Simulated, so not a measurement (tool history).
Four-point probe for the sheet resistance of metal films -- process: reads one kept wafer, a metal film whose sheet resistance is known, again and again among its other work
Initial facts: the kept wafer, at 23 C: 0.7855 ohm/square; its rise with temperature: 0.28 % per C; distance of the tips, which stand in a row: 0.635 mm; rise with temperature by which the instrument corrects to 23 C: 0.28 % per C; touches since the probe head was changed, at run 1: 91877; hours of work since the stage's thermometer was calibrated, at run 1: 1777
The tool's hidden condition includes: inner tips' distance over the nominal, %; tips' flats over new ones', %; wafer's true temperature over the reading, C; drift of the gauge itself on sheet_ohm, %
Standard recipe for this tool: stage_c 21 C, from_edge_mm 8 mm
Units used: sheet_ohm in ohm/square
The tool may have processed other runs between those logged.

run    hour  stage_c  from_edge_mm  touches since the probe head was changed  hours of work since the stage's thermometer was calibrated  sheet_ohm
  1     0.0       21             8                                     91877                                                        1777   0.793948
  2    65.2       21             8                                     93692                                                        1813   0.794471
  3   126.0       21             8                                     95386                                                        1847   0.794478
  4   167.5       21            17                                     96541                                                        1870   0.792256
  5   215.9       20            17                                     97890                                                        1897   0.792396
      224.1  -- new probe head fitted
  6   254.5       20            17                                       848                                                        1918   0.784510
  7   320.9       20            17                                      2696                                                        1955   0.784585
      331.8  -- stage's thermometer calibrated
  8   357.6       20            17                                      3704                                                          14   0.785411
  9   404.0       21            34                                      4995                                                          40   0.785328
 10   441.1       35             8                                      6029                                                          61   0.787735
 11   490.9       35             8                                      7416                                                          88   0.787486
 12   547.1       35             8                                      8981                                                         120   0.788052
 13   595.2       35             8                                     10320                                                         146   0.788005
 14   651.7       35             8                                     11892                                                         178   0.788091
 15   689.3       35             8                                     12938                                                         199   0.788308
 16   733.3       21            52                                     14165                                                         223   0.785783
 17   774.1       21             8                                     15301                                                         246   0.788186
 18   847.9       21             8                                     17354                                                         287   0.788711
 19   890.9       21             9                                     18552                                                         311   0.787713
 20   930.0       21             5                                     19642                                                         332   0.792904
 21   991.1       21             5                                     21341                                                         366   0.793105
 22  1059.0       21             5                                     23233                                                         404   0.793158
 23  1094.6       21             5                                     24223                                                         424   0.793290
 24  1174.6       34            43                                     26451                                                         468   0.786400
 25  1223.0       27            74                                     27797                                                         495   0.786779
 26  1272.7       27            74                                     29182                                                         523   0.786640
 27  1307.5       29             8                                     30152                                                         542   0.789315
 28  1363.3       29             8                                     31705                                                         573   0.789540
 29  1413.5       29             8                                     33102                                                         601   0.789704
 30  1479.1       26            11                                     34930                                                         637   0.788783
 31  1546.1       19            11                                     36794                                                         674   0.788784
 32  1582.4       18             4                                     37805                                                         695   0.797831
 33  1639.2       27             7                                     39386                                                         726   0.790791
 34  1691.9       27             7                                     40854                                                         755   0.791200
 35  1764.9       27             7                                     42885                                                         796   0.791296
 36  1830.0       27             4                                     44699                                                         832   0.798494
 37  1908.9       31             5                                     46894                                                         876   0.794752
 38  1950.3       23            13                                     48048                                                         899   0.789073
 39  1998.7       25             7                                     49395                                                         926   0.791719
 40  2073.5       25             7                                     51477                                                         967   0.791833
 41  2111.3       19             8                                     52531                                                         988   0.790924
 42  2164.0       22            12                                     53997                                                        1018   0.789542
 43  2233.4       26             8                                     55931                                                        1056   0.791434
 44  2268.3       26             8                                     56902                                                        1076   0.791614

3 options for the next run, each taken on its own from the tool as it stands now. Forecast them:
  A  2340.8       18             8                                     58920                                                        1116          ?
  B  2340.8       21             6                                     58920                                                        1116          ?
  C  2340.8       21            17                                     58920                                                        1116          ?

run  sheet_ohm
  A   0.791779
  B   0.793912
  C   0.789464
The same runs, with their run-to-run variation unchanged, on a tool lacking any hidden condition would have given:
run  sheet_ohm
  A   0.788324
  B   0.790441
  C   0.786010

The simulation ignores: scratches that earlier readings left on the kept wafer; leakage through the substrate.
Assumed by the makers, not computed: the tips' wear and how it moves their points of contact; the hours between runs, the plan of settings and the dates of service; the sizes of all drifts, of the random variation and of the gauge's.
